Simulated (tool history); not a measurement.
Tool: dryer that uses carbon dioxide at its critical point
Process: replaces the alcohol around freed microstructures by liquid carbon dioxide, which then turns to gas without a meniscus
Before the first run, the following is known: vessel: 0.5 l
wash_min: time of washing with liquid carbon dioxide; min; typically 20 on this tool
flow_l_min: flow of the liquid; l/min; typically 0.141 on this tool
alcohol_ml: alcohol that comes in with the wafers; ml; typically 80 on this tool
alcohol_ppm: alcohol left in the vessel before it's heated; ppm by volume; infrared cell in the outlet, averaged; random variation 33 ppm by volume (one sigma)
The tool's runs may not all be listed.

| run | hour | wash_min | flow_l_min | alcohol_ml | alcohol_ppm |
|---|---|---|---|---|---|
| 1 | 0.0 | 20 | 0.141 | 80 | 3941 |
| 2 | 23.6 | 20 | 0.141 | 80 | 4013 |
| 3 | 36.3 | 20 | 0.141 | 80 | 3936 |
| 4 | 66.2 | 20 | 0.141 | 80 | 3987 |
| 5 | 90.7 | 20 | 0.141 | 80 | 4102 |
| 6 | 107.8 | 20 | 0.141 | 80 | 4131 |
| 7 | 138.5 | 20 | 0.141 | 80 | 4311 |
| 8 | 163.1 | 20 | 0.141 | 77 | 4345 |
| 9 | 191.3 | 20 | 0.141 | 35 | 2016 |
| 10 | 209.7 | 20 | 0.141 | 35 | 2017 |
| 11 | 238.2 | 20 | 0.141 | 35 | 2145 |
| 12 | 257.2 | 20 | 0.141 | 35 | 2096 |
| 13 | 287.1 | 20 | 0.141 | 35 | 2140 |
| 14 | 299.9 | 20 | 0.141 | 35 | 2130 |
|  | 323.6 | inlet filter changed |
| 15 | 328.5 | 20 | 0.141 | 35 | 1036 |
| 16 | 352.2 | 20 | 0.141 | 81 | 2302 |
| 17 | 376.5 | 20 | 0.141 | 81 | 2358 |
| 18 | 399.1 | 20 | 0.141 | 81 | 2456 |
| 19 | 416.9 | 20 | 0.141 | 81 | 2393 |
| 20 | 442.8 | 20 | 0.213 | 29 | 197 |
| 21 | 456.1 | 20 | 0.213 | 29 | 188 |
| 22 | 479.0 | 26 | 0.156 | 80 | 486 |
| 23 | 493.6 | 32 | 0.129 | 34 | 265 |
| 24 | 508.1 | 23 | 0.121 | 46 | 1652 |
| 25 | 539.4 | 20 | 0.161 | 103 | 1851 |
| 26 | 567.0 | 30 | 0.130 | 103 | 809 |
| 27 | 595.0 | 30 | 0.130 | 103 | 819 |
| 28 | 612.8 | 20 | 0.155 | 80 | 1891 |
| 29 | 627.5 | 20 | 0.121 | 80 | 5076 |
| 30 | 650.6 | 20 | 0.141 | 43 | 1586 |
| 31 | 666.6 | 20 | 0.182 | 42 | 542 |
| 32 | 681.5 | 20 | 0.221 | 80 | 367 |
| 33 | 694.7 | 20 | 0.221 | 80 | 388 |
| 34 | 713.1 | 18 | 0.141 | 80 | 4297 |
| 35 | 735.2 | 14 | 0.148 | 22 | 2423 |
| 36 | 755.3 | 14 | 0.090 | 104 | 36462 |
| 37 | 774.3 | 14 | 0.090 | 104 | 36240 |
| 38 | 804.1 | 14 | 0.090 | 104 | 36005 |

5 options for the next run, each taken on its own from the tool as it stands now. Forecast them:
| A | 829.5 | 18 | 0.226 | 31 | ? |
| B | 829.5 | 13 | 0.141 | 32 | ? |
| C | 829.5 | 20 | 0.086 | 29 | ? |
| D | 829.5 | 17 | 0.090 | 104 | ? |
| E | 829.5 | 20 | 0.145 | 23 | ? |

| run | alcohol_ppm |
|---|---|
| A | 305 |
| B | 4997 |
| C | 5596 |
| D | 25668 |
| E | 906 |
The same runs, with their run-to-run variation unchanged, on a tool lacking any hidden condition would have given:
| run | alcohol_ppm |
|---|---|
| A | 112 |
| B | 3908 |
| C | 4466 |
| D | 21308 |
| E | 556 |
